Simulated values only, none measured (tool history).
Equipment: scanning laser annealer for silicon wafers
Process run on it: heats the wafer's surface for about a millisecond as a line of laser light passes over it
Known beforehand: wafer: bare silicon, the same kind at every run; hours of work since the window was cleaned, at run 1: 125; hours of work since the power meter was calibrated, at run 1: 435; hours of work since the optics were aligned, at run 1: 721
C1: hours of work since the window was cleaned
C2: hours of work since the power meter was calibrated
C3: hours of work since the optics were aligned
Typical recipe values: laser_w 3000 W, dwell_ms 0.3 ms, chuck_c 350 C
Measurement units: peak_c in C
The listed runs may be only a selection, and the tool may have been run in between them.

{"run": 1, "hour": 0.0, "laser_w": 3000, "dwell_ms": 0.3, "chuck_c": 350, "C1": 125, "C2": 435, "C3": 721, "peak_c": 1169}
{"run": 2, "hour": 13.9, "laser_w": 3000, "dwell_ms": 0.3, "chuck_c": 350, "C1": 133, "C2": 443, "C3": 729, "peak_c": 1170}
{"run": 3, "hour": 34.6, "laser_w": 3000, "dwell_ms": 0.3, "chuck_c": 350, "C1": 145, "C2": 455, "C3": 741, "peak_c": 1168}
{"run": 4, "hour": 59.1, "laser_w": 3000, "dwell_ms": 0.3, "chuck_c": 350, "C1": 159, "C2": 470, "C3": 755, "peak_c": 1175}
{"run": 5, "hour": 78.9, "laser_w": 3191, "dwell_ms": 0.3, "chuck_c": 350, "C1": 170, "C2": 481, "C3": 766, "peak_c": 1239}
{"run": 6, "hour": 95.3, "laser_w": 3191, "dwell_ms": 0.3, "chuck_c": 350, "C1": 180, "C2": 490, "C3": 776, "peak_c": 1236}
{"run": 7, "hour": 120.6, "laser_w": 3191, "dwell_ms": 0.3, "chuck_c": 350, "C1": 194, "C2": 505, "C3": 790, "peak_c": 1234}
{"run": 8, "hour": 135.5, "laser_w": 3000, "dwell_ms": 0.347, "chuck_c": 350, "C1": 203, "C2": 514, "C3": 799, "peak_c": 1239}
{"run": 9, "hour": 155.9, "laser_w": 3000, "dwell_ms": 0.3, "chuck_c": 350, "C1": 215, "C2": 526, "C3": 811, "peak_c": 1172}
{"run": 10, "hour": 173.2, "laser_w": 2789, "dwell_ms": 0.3, "chuck_c": 350, "C1": 225, "C2": 536, "C3": 821, "peak_c": 1101}
{"run": 11, "hour": 193.7, "laser_w": 2789, "dwell_ms": 0.3, "chuck_c": 350, "C1": 237, "C2": 547, "C3": 833, "peak_c": 1098}
{"run": 12, "hour": 213.8, "laser_w": 2789, "dwell_ms": 0.3, "chuck_c": 350, "C1": 248, "C2": 559, "C3": 844, "peak_c": 1097}
{"run": 13, "hour": 226.5, "laser_w": 2789, "dwell_ms": 0.3, "chuck_c": 350, "C1": 256, "C2": 566, "C3": 852, "peak_c": 1105}
{"run": 14, "hour": 246.1, "laser_w": 2567, "dwell_ms": 0.24, "chuck_c": 357, "C1": 267, "C2": 578, "C3": 863, "peak_c": 951}
{"run": 15, "hour": 261.7, "laser_w": 2795, "dwell_ms": 0.335, "chuck_c": 378, "C1": 276, "C2": 587, "C3": 872, "peak_c": 1178}
{"run": 16, "hour": 281.7, "laser_w": 2776, "dwell_ms": 0.291, "chuck_c": 370, "C1": 288, "C2": 598, "C3": 884, "peak_c": 1103}
{"run": 17, "hour": 300.2, "laser_w": 2776, "dwell_ms": 0.291, "chuck_c": 370, "C1": 298, "C2": 609, "C3": 894, "peak_c": 1104}
{"run": 18, "hour": 324.9, "laser_w": 2760, "dwell_ms": 0.26, "chuck_c": 321, "C1": 313, "C2": 623, "C3": 909, "peak_c": 1004}
{"run": 19, "hour": 337.3, "laser_w": 2760, "dwell_ms": 0.26, "chuck_c": 321, "C1": 320, "C2": 631, "C3": 916, "peak_c": 1001}
{"run": 20, "hour": 353.7, "laser_w": 2760, "dwell_ms": 0.26, "chuck_c": 321, "C1": 329, "C2": 640, "C3": 925, "peak_c": 1008}
{"run": 21, "hour": 370.8, "laser_w": 3268, "dwell_ms": 0.26, "chuck_c": 380, "C1": 339, "C2": 650, "C3": 935, "peak_c": 1220}
{"run": 22, "hour": 386.4, "laser_w": 3260, "dwell_ms": 0.34, "chuck_c": 354, "C1": 348, "C2": 659, "C3": 944, "peak_c": 1329}
{"run": 23, "hour": 397.9, "laser_w": 3208, "dwell_ms": 0.335, "chuck_c": 321, "C1": 355, "C2": 666, "C3": 951, "peak_c": 1270}

Here are 4 independent what-if runs from the current tool condition. What would each one return?
{"run": "A", "hour": 418.5, "laser_w": 3208, "dwell_ms": 0.238, "chuck_c": 321, "C1": 367, "C2": 678, "C3": 963, "peak_c": "?"}
{"run": "B", "hour": 418.5, "laser_w": 3208, "dwell_ms": 0.246, "chuck_c": 347, "C1": 367, "C2": 678, "C3": 963, "peak_c": "?"}
{"run": "C", "hour": 418.5, "laser_w": 2907, "dwell_ms": 0.259, "chuck_c": 370, "C1": 367, "C2": 678, "C3": 963, "peak_c": "?"}
{"run": "D", "hour": 418.5, "laser_w": 3000, "dwell_ms": 0.3, "chuck_c": 372, "C1": 367, "C2": 678, "C3": 963, "peak_c": "?"}

run=A peak_c=1103
run=B peak_c=1142
run=C peak_c=1096
run=D peak_c=1193
With the hidden condition removed and each run's random variation left untouched, the same runs would have given:
run=A peak_c=1103
run=B peak_c=1143
run=C peak_c=1097
run=D peak_c=1193
